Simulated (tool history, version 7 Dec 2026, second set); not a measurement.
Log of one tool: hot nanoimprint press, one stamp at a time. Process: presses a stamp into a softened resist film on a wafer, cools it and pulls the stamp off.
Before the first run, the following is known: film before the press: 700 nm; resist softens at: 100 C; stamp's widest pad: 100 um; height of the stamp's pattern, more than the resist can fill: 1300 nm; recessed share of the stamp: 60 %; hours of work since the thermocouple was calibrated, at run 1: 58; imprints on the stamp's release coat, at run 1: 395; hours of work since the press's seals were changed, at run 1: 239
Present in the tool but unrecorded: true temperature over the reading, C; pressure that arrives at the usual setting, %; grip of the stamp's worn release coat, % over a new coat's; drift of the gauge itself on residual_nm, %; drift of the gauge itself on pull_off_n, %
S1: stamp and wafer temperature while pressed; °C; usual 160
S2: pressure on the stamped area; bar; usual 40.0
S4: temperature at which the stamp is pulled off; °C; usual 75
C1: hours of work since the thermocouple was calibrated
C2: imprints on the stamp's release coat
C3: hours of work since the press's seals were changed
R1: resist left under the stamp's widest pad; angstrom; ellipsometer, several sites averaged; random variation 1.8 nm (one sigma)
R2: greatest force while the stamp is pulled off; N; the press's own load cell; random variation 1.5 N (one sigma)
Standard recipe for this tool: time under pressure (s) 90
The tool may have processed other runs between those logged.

run 1 hour=0.0 | S1=160 S2=40.0 time_under_pressure_(s)=90 S4=75 | C1=58 C2=395 C3=239 | R1=2988 R2=157
run 2 hour=7.4 | S1=160 S2=40.0 time_under_pressure_(s)=90 S4=75 | C1=61 C2=423 C3=243 | R1=3006 R2=159
run 3 hour=13.3 | S1=160 S2=40.0 time_under_pressure_(s)=90 S4=75 | C1=64 C2=446 C3=245 | R1=3002 R2=156
run 4 hour=21.4 | S1=160 S2=40.0 time_under_pressure_(s)=90 S4=75 | C1=68 C2=477 C3=250 | R1=2982 R2=157
run 5 hour=34.5 | S1=160 S2=40.0 time_under_pressure_(s)=90 S4=75 | C1=75 C2=527 C3=256 | R1=2997 R2=156
run 6 hour=44.7 | S1=160 S2=40.0 time_under_pressure_(s)=90 S4=75 | C1=80 C2=566 C3=261 | R1=2964 R2=157
run 7 hour=53.3 | S1=167 S2=40.0 time_under_pressure_(s)=90 S4=75 | C1=84 C2=599 C3=265 | R1=1877 R2=160
run 8 hour=65.0 | S1=167 S2=40.0 time_under_pressure_(s)=90 S4=75 | C1=90 C2=643 C3=271 | R1=1866 R2=159
-- hour=68.9 plate thermocouple calibrated
run 9 hour=80.1 | S1=167 S2=40.0 time_under_pressure_(s)=83 S4=75 | C1=6 C2=690 C3=277 | R1=1965 R2=165
-- hour=95.5 plate thermocouple calibrated, once more
run 10 hour=96.1 | S1=166 S2=40.0 time_under_pressure_(s)=90 S4=75 | C1=0 C2=739 C3=284 | R1=1959 R2=161
-- hour=109.6 stamp cleaned and given a new release coat
run 11 hour=113.7 | S1=166 S2=40.0 time_under_pressure_(s)=90 S4=75 | C1=6 C2=16 C3=290 | R1=1984 R2=144
run 12 hour=119.9 | S1=160 S2=25.2 time_under_pressure_(s)=72 S4=75 | C1=9 C2=39 C3=293 | R1=3878 R2=147
run 13 hour=126.0 | S1=160 S2=25.2 time_under_pressure_(s)=72 S4=75 | C1=12 C2=63 C3=296 | R1=3862 R2=149
run 14 hour=138.1 | S1=160 S2=40.0 time_under_pressure_(s)=97 S4=70 | C1=18 C2=109 C3=302 | R1=2860 R2=162
run 15 hour=144.0 | S1=160 S2=27.6 time_under_pressure_(s)=167 S4=70 | C1=21 C2=131 C3=305 | R1=2739 R2=161
run 16 hour=150.2 | S1=160 S2=50.7 time_under_pressure_(s)=130 S4=75 | C1=24 C2=155 C3=308 | R1=2297 R2=150
run 17 hour=156.1 | S1=160 S2=50.7 time_under_pressure_(s)=130 S4=75 | C1=27 C2=178 C3=311 | R1=2302 R2=150
run 18 hour=162.7 | S1=160 S2=50.7 time_under_pressure_(s)=130 S4=75 | C1=31 C2=203 C3=314 | R1=2301 R2=150
run 19 hour=169.2 | S1=150 S2=25.8 time_under_pressure_(s)=75 S4=75 | C1=34 C2=228 C3=317 | R1=5912 R2=151
run 20 hour=181.2 | S1=162 S2=51.5 time_under_pressure_(s)=139 S4=75 | C1=40 C2=273 C3=323 | R1=1923 R2=152
run 21 hour=193.7 | S1=162 S2=51.5 time_under_pressure_(s)=139 S4=75 | C1=46 C2=321 C3=330 | R1=1934 R2=155

Branching from run 21: 5 alternative next runs. What would each branch give?
run A hour=204.6 | S1=153 S2=51.5 time_under_pressure_(s)=60 S4=70 | C1=52 C2=363 C3=335 | R1=? R2=?
run B hour=204.6 | S1=161 S2=29.3 time_under_pressure_(s)=139 S4=71 | C1=52 C2=363 C3=335 | R1=? R2=?
run C hour=204.6 | S1=162 S2=51.5 time_under_pressure_(s)=56 S4=75 | C1=52 C2=363 C3=335 | R1=? R2=?
run D hour=204.6 | S1=169 S2=40.0 time_under_pressure_(s)=54 S4=75 | C1=52 C2=363 C3=335 | R1=? R2=?
run E hour=204.6 | S1=160 S2=48.0 time_under_pressure_(s)=90 S4=75 | C1=52 C2=363 C3=335 | R1=? R2=?

run=A R1=4779 R2=167
run=B R1=2690 R2=169
run=C R1=2882 R2=155
run=D R1=2073 R2=155
run=E R1=2801 R2=158
Stripped of hidden state, with their random variation kept, the same runs would have yielded:
run=A R1=4662 R2=158
run=B R1=2608 R2=159
run=C R1=2787 R2=146
run=D R1=2008 R2=146
run=E R1=2707 R2=149
